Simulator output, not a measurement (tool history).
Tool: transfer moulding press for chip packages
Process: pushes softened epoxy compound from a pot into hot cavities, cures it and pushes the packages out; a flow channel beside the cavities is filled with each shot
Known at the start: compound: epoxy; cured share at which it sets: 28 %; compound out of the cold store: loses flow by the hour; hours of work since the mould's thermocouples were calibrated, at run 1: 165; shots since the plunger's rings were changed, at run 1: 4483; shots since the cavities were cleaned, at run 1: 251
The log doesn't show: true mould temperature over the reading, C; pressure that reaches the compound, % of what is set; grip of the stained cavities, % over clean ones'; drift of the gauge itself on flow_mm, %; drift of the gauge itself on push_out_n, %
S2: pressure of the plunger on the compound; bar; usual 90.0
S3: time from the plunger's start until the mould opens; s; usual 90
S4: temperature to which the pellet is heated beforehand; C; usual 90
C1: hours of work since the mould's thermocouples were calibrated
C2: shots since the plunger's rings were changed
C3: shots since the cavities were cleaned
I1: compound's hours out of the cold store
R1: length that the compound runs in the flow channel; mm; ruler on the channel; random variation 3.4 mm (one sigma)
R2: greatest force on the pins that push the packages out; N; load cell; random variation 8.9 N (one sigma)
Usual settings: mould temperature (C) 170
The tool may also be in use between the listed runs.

run 1 hour=0.0 | mould_temperature_(C)=170 S2=90.0 S3=90 S4=90 | C1=165 C2=4483 C3=251 | I1=8.0 | R1=845 R2=675
run 2 hour=23.3 | mould_temperature_(C)=170 S2=90.0 S3=90 S4=90 | C1=178 C2=4717 C3=485 | I1=37.7 | R1=766 R2=710
-- hour=28.8 cavities cleaned with cleaning compound and waxed
run 3 hour=43.2 | mould_temperature_(C)=170 S2=90.0 S3=90 S4=81 | C1=188 C2=4902 C3=145 | I1=46.8 | R1=743 R2=860
run 4 hour=63.4 | mould_temperature_(C)=170 S2=90.0 S3=90 S4=81 | C1=199 C2=5104 C3=347 | I1=41.4 | R1=753 R2=862
-- hour=82.4 cavities cleaned with cleaning compound and waxed
run 5 hour=83.3 | mould_temperature_(C)=170 S2=90.0 S3=90 S4=87 | C1=209 C2=5289 C3=9 | I1=22.2 | R1=800 R2=435
run 6 hour=98.4 | mould_temperature_(C)=170 S2=90.0 S3=90 S4=87 | C1=217 C2=5441 C3=161 | I1=11.4 | R1=835 R2=608
run 7 hour=114.0 | mould_temperature_(C)=170 S2=90.0 S3=90 S4=96 | C1=226 C2=5598 C3=318 | I1=23.8 | R1=799 R2=649
-- hour=123.4 cavities cleaned with cleaning compound and waxed, once more
run 8 hour=136.6 | mould_temperature_(C)=170 S2=90.0 S3=90 S4=96 | C1=237 C2=5810 C3=133 | I1=34.0 | R1=762 R2=518
run 9 hour=146.7 | mould_temperature_(C)=170 S2=90.0 S3=90 S4=96 | C1=243 C2=5911 C3=234 | I1=24.5 | R1=790 R2=609
run 10 hour=163.4 | mould_temperature_(C)=177 S2=90.0 S3=90 S4=96 | C1=252 C2=6079 C3=402 | I1=17.1 | R1=793 R2=494
-- hour=176.5 cavities cleaned with cleaning compound and waxed
run 11 hour=179.3 | mould_temperature_(C)=177 S2=90.0 S3=90 S4=96 | C1=260 C2=6223 C3=28 | I1=21.5 | R1=777 R2=305
-- hour=197.9 plunger's sealing rings changed
run 12 hour=205.4 | mould_temperature_(C)=177 S2=90.0 S3=90 S4=96 | C1=273 C2=76 C3=266 | I1=33.4 | R1=803 R2=458
run 13 hour=228.7 | mould_temperature_(C)=167 S2=90.0 S3=90 S4=90 | C1=285 C2=310 C3=500 | I1=47.1 | R1=789 R2=847
-- hour=232.2 cavities cleaned with cleaning compound and waxed
run 14 hour=252.8 | mould_temperature_(C)=167 S2=90.0 S3=90 S4=90 | C1=298 C2=537 C3=207 | I1=42.9 | R1=798 R2=709
run 15 hour=267.7 | mould_temperature_(C)=167 S2=90.0 S3=90 S4=90 | C1=306 C2=686 C3=356 | I1=32.9 | R1=823 R2=825
-- hour=285.3 cavities cleaned with cleaning compound and waxed
run 16 hour=287.1 | mould_temperature_(C)=172 S2=90.0 S3=90 S4=81 | C1=316 C2=867 C3=19 | I1=25.3 | R1=826 R2=390
run 17 hour=299.7 | mould_temperature_(C)=170 S2=90.0 S3=71 S4=92 | C1=323 C2=993 C3=145 | I1=41.5 | R1=790 R2=931
run 18 hour=324.2 | mould_temperature_(C)=168 S2=90.0 S3=90 S4=95 | C1=336 C2=1239 C3=391 | I1=46.0 | R1=776 R2=780
-- hour=339.2 cavities cleaned with cleaning compound and waxed
run 19 hour=339.8 | mould_temperature_(C)=170 S2=98.4 S3=90 S4=90 | C1=344 C2=1381 C3=6 | I1=29.3 | R1=860 R2=431
run 20 hour=352.6 | mould_temperature_(C)=173 S2=85.7 S3=90 S4=90 | C1=351 C2=1509 C3=134 | I1=26.2 | R1=797 R2=457
run 21 hour=367.7 | mould_temperature_(C)=176 S2=100.8 S3=81 S4=89 | C1=359 C2=1662 C3=287 | I1=36.0 | R1=832 R2=570
run 22 hour=385.1 | mould_temperature_(C)=168 S2=69.4 S3=81 S4=94 | C1=368 C2=1835 C3=460 | I1=46.3 | R1=679 R2=1051
-- hour=393.1 cavities cleaned with cleaning compound and waxed
run 23 hour=410.0 | mould_temperature_(C)=164 S2=90.5 S3=103 S4=85 | C1=381 C2=2071 C3=170 | I1=20.4 | R1=856 R2=722
run 24 hour=423.4 | mould_temperature_(C)=166 S2=90.5 S3=103 S4=85 | C1=388 C2=2206 C3=305 | I1=45.8 | R1=777 R2=636
run 25 hour=436.9 | mould_temperature_(C)=166 S2=90.5 S3=103 S4=85 | C1=396 C2=2341 C3=440 | I1=29.0 | R1=825 R2=733
-- hour=447.5 cavities cleaned with cleaning compound and waxed
run 26 hour=454.0 | mould_temperature_(C)=166 S2=108.6 S3=71 S4=93 | C1=404 C2=2498 C3=66 | I1=8.7 | R1=966 R2=1190
run 27 hour=475.2 | mould_temperature_(C)=166 S2=108.6 S3=71 S4=93 | C1=416 C2=2710 C3=278 | I1=31.6 | R1=891 R2=1468
-- hour=487.8 mould's thermocouples calibrated
run 28 hour=496.2 | mould_temperature_(C)=166 S2=108.6 S3=71 S4=93 | C1=5 C2=2902 C3=470 | I1=14.3 | R1=945 R2=1656

4 ways to go on from here, each from the tool as it stands after run 28. What would each give?
-- hour=503.2 cavities cleaned with cleaning compound and waxed
run A hour=514.4 | mould_temperature_(C)=170 S2=73.8 S3=109 S4=87 | C1=14 C2=3069 C3=112 | I1=30.2 | R1=? R2=?
-- hour=503.2 cavities cleaned with cleaning compound and waxed
run B hour=514.4 | mould_temperature_(C)=173 S2=108.6 S3=108 S4=88 | C1=14 C2=3069 C3=112 | I1=23.6 | R1=? R2=?
-- hour=503.2 cavities cleaned with cleaning compound and waxed
run C hour=514.4 | mould_temperature_(C)=175 S2=84.6 S3=90 S4=90 | C1=14 C2=3069 C3=112 | I1=14.5 | R1=? R2=?
-- hour=503.2 cavities cleaned with cleaning compound and waxed
run D hour=514.4 | mould_temperature_(C)=177 S2=104.1 S3=71 S4=93 | C1=14 C2=3069 C3=112 | I1=30.7 | R1=? R2=?

run=A R1=724 R2=384
run=B R1=890 R2=366
run=C R1=808 R2=405
run=D R1=842 R2=531
Without the tool's hidden state the same runs would have given:
run=A R1=748 R2=295
run=B R1=921 R2=280
run=C R1=835 R2=309
run=D R1=871 R2=407
